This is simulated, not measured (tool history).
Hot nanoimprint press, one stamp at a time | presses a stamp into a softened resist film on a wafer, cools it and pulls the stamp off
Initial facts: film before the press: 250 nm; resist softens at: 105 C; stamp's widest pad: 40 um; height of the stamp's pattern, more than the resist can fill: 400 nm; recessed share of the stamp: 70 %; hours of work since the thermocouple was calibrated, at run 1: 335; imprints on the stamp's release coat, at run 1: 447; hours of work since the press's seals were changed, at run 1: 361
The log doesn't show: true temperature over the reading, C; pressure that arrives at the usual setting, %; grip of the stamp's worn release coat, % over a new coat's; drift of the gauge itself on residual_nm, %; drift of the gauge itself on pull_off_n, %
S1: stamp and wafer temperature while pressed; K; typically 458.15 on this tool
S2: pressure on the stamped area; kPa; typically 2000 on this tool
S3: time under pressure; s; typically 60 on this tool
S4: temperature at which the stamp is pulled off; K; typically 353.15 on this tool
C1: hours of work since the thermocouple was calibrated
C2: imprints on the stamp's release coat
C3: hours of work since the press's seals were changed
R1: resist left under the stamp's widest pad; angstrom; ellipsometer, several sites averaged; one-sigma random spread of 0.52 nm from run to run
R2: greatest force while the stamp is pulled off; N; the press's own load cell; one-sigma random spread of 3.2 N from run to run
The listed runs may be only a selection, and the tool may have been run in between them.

Run 1, day 0: usual settings; C1 335; C2 447; C3 361. Result: R1 1155 angstrom, R2 146 N.
Run 2, day 0.796: usual settings; C1 347; C2 515; C3 373. Result: R1 1139 angstrom, R2 145 N.
Run 3, day 1.354: usual settings; C1 356; C2 563; C3 382. Result: R1 1149 angstrom, R2 152 N.
Run 4, day 2.362: usual settings; C1 371; C2 649; C3 397. Result: R1 1147 angstrom, R2 154 N.
Run 5, day 2.967: usual settings; C1 380; C2 701; C3 406. Result: R1 1153 angstrom, R2 153 N.
Run 6, day 3.5: usual settings; C1 388; C2 747; C3 414. Result: R1 1148 angstrom, R2 152 N.
Run 7, day 4.325: usual settings; C1 400; C2 818; C3 427. Result: R1 1141 angstrom, R2 150 N.
Run 8, day 5.417: usual settings; C1 417; C2 911; C3 443. Result: R1 1160 angstrom, R2 148 N.
Run 9, day 6.308: usual settings; C1 430; C2 988; C3 457. Result: R1 1143 angstrom, R2 154 N.
Run 10, day 6.996: usual settings; C1 441; C2 1047; C3 467. Result: R1 1146 angstrom, R2 154 N.
Run 11, day 7.683: usual settings but S2 1330 kPa; C1 451; C2 1106; C3 477. Result: R1 1378 angstrom, R2 153 N.
Run 12, day 8.95: usual settings; C1 470; C2 1214; C3 496. Result: R1 1145 angstrom, R2 155 N.
At day 10.292: press's hydraulic seals changed and the load cell set to zero.
Run 13, day 10.542: usual settings but S2 1640 kPa; C1 489; C2 1322; C3 4. Result: R1 1245 angstrom, R2 148 N.
Run 14, day 11.4: usual settings but S2 2910 kPa; C1 502; C2 1396; C3 17. Result: R1 967 angstrom, R2 157 N.
Run 15, day 12.1: usual settings but S2 2910 kPa; C1 513; C2 1456; C3 27. Result: R1 965 angstrom, R2 152 N.
At day 12.742: stamp cleaned and given a new release coat.
Run 16, day 13.083: usual settings but S1 465.15 K, S2 2910 kPa, S3 39 s; C1 524; C2 29; C3 38. Result: R1 862 angstrom, R2 155 N.
Run 17, day 13.838: usual settings but S2 1980 kPa, S3 53 s, S4 348.15 K; C1 535; C2 94; C3 50. Result: R1 1214 angstrom, R2 152 N.
At day 14.129: plate thermocouple calibrated.
Run 18, day 14.492: usual settings but S2 2590 kPa, S3 96 s, S4 348.15 K; C1 5; C2 139; C3 58. Result: R1 836 angstrom, R2 155 N.
Run 19, day 15.117: usual settings but S1 463.15 K, S2 1640 kPa; C1 15; C2 193; C3 67. Result: R1 1044 angstrom, R2 152 N.
Run 20, day 16.408: usual settings but S1 470.15 K, S2 2310 kPa, S3 46 s, S4 340.15 K; C1 34; C2 304; C3 87. Result: R1 753 angstrom, R2 165 N.
Run 21, day 17.508: usual settings but S1 464.15 K, S2 1220 kPa, S3 70 s; C1 51; C2 398; C3 103. Result: R1 1085 angstrom, R2 149 N.
Run 22, day 18.054: usual settings but S1 447.15 K, S2 1240 kPa; C1 59; C2 445; C3 111. Result: R1 1928 angstrom, R2 154 N.
Run 23, day 19.012: usual settings but S1 447.15 K, S2 1240 kPa, S3 55 s; C1 74; C2 527; C3 126. Result: R1 1970 angstrom, R2 152 N.
Run 24, day 19.938: usual settings but S1 447.15 K, S2 1240 kPa, S3 55 s; C1 88; C2 606; C3 140. Result: R1 1972 angstrom, R2 155 N.
Run 25, day 20.871: usual settings but S1 460.15 K, S2 1940 kPa, S3 55 s; C1 102; C2 686; C3 154. Result: R1 1111 angstrom, R2 151 N.
Run 26, day 22.092: usual settings but S1 460.15 K, S2 1940 kPa, S3 55 s; C1 120; C2 791; C3 172. Result: R1 1112 angstrom, R2 150 N.
Run 27, day 23.038: usual settings but S3 32 s; C1 134; C2 872; C3 186. Result: R1 1421 angstrom, R2 152 N.
Run 28, day 24.154: usual settings but S3 73 s, S4 356.15 K; C1 151; C2 968; C3 203. Result: R1 1063 angstrom, R2 154 N.
Run 29, day 24.729: usual settings but S3 41 s, S4 349.15 K; C1 160; C2 1017; C3 212. Result: R1 1321 angstrom, R2 156 N.

Alternative continuations, all from the tool just after run 29; predict every row:
Run A, day 25.492: usual settings but S2 2580 kPa, S3 41 s, S4 347.15 K; C1 171; C2 1083; C3 223. Result: R1 ?, R2 ?.
Run B, day 25.492: usual settings but S1 448.15 K, S2 2920 kPa, S3 48 s, S4 349.15 K; C1 171; C2 1083; C3 223. Result: R1 ?, R2 ?.
Run C, day 25.492: usual settings but S4 349.15 K; C1 171; C2 1083; C3 223. Result: R1 ?, R2 ?.
Run D, day 25.492: usual settings but S2 1270 kPa, S3 41 s, S4 346.15 K; C1 171; C2 1083; C3 223. Result: R1 ?, R2 ?.
Run E, day 25.492: usual settings but S2 1410 kPa, S3 41 s, S4 352.15 K; C1 171; C2 1083; C3 223. Result: R1 ?, R2 ?.

run    R1   R2
  A  1176  156
  B  1527  163
  C  1157  158
  D  1576  157
  E  1518  160
Stripped of hidden state, with their random variation kept, the same runs would have yielded:
run    R1   R2
  A  1176  156
  B  1527  163
  C  1157  157
  D  1576  156
  E  1518  159
